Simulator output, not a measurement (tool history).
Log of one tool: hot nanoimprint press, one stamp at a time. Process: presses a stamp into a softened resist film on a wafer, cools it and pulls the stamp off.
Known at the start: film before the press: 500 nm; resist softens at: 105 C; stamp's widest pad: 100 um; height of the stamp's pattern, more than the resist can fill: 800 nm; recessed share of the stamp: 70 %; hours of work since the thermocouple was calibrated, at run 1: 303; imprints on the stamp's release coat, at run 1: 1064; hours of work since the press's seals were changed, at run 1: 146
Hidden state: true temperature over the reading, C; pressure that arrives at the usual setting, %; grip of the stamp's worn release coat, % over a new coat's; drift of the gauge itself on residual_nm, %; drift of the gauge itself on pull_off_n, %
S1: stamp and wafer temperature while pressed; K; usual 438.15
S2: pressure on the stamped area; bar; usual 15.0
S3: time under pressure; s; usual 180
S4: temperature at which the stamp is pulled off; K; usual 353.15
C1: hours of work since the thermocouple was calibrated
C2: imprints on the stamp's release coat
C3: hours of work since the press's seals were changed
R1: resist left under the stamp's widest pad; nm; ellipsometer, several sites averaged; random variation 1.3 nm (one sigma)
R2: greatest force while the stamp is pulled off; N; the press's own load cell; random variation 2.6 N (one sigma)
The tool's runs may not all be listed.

| run | hour | S1 | S2 | S3 | S4 | C1 | C2 | C3 | R1 | R2 |
|---|---|---|---|---|---|---|---|---|---|---|
| 1 | 0.0 | 438.15 | 15.0 | 180 | 353.15 | 303 | 1064 | 146 | 272.8 | 166 |
| 2 | 8.0 | 438.15 | 15.0 | 122 | 353.15 | 307 | 1086 | 150 | 302.4 | 168 |
| 3 | 13.3 | 438.15 | 15.0 | 122 | 353.15 | 310 | 1101 | 152 | 302.9 | 173 |
| 4 | 20.3 | 438.15 | 15.0 | 180 | 353.15 | 313 | 1120 | 156 | 272.4 | 169 |
| 5 | 27.4 | 438.15 | 15.0 | 180 | 353.15 | 317 | 1140 | 159 | 272.8 | 171 |
| 6 | 37.6 | 438.15 | 15.0 | 180 | 353.15 | 322 | 1169 | 164 | 270.9 | 172 |
| 7 | 48.1 | 438.15 | 15.0 | 180 | 353.15 | 327 | 1198 | 169 | 270.0 | 174 |
| 8 | 56.1 | 438.15 | 15.0 | 180 | 353.15 | 331 | 1220 | 173 | 271.5 | 170 |
| 9 | 61.5 | 448.15 | 10.3 | 180 | 353.15 | 334 | 1235 | 176 | 199.5 | 178 |
| 10 | 68.7 | 448.15 | 22.9 | 180 | 342.15 | 337 | 1255 | 180 | 127.1 | 201 |
| 11 | 78.6 | 448.15 | 22.9 | 180 | 342.15 | 342 | 1282 | 185 | 125.7 | 207 |

5 ways to go on from here, each from the tool as it stands after run 11. What would each give?
| A | 86.2 | 448.15 | 22.9 | 122 | 342.15 | 346 | 1303 | 188 | ? | ? |
| B | 86.2 | 438.15 | 15.9 | 180 | 353.15 | 346 | 1303 | 188 | ? | ? |
| C | 86.2 | 448.15 | 9.9 | 162 | 353.15 | 346 | 1303 | 188 | ? | ? |
| D | 86.2 | 430.15 | 22.9 | 180 | 342.15 | 346 | 1303 | 188 | ? | ? |
| E | 86.2 | 436.15 | 22.9 | 160 | 353.15 | 346 | 1303 | 188 | ? | ? |

| run | R1 | R2 |
|---|---|---|
| A | 146.9 | 205 |
| B | 262.2 | 177 |
| C | 213.2 | 176 |
| D | 336.7 | 218 |
| E | 253.3 | 179 |
Without the tool's hidden state the same runs would have given:
| run | R1 | R2 |
|---|---|---|
| A | 140.1 | 136 |
| B | 251.3 | 118 |
| C | 205.4 | 116 |
| D | 323.0 | 145 |
| E | 241.4 | 119 |
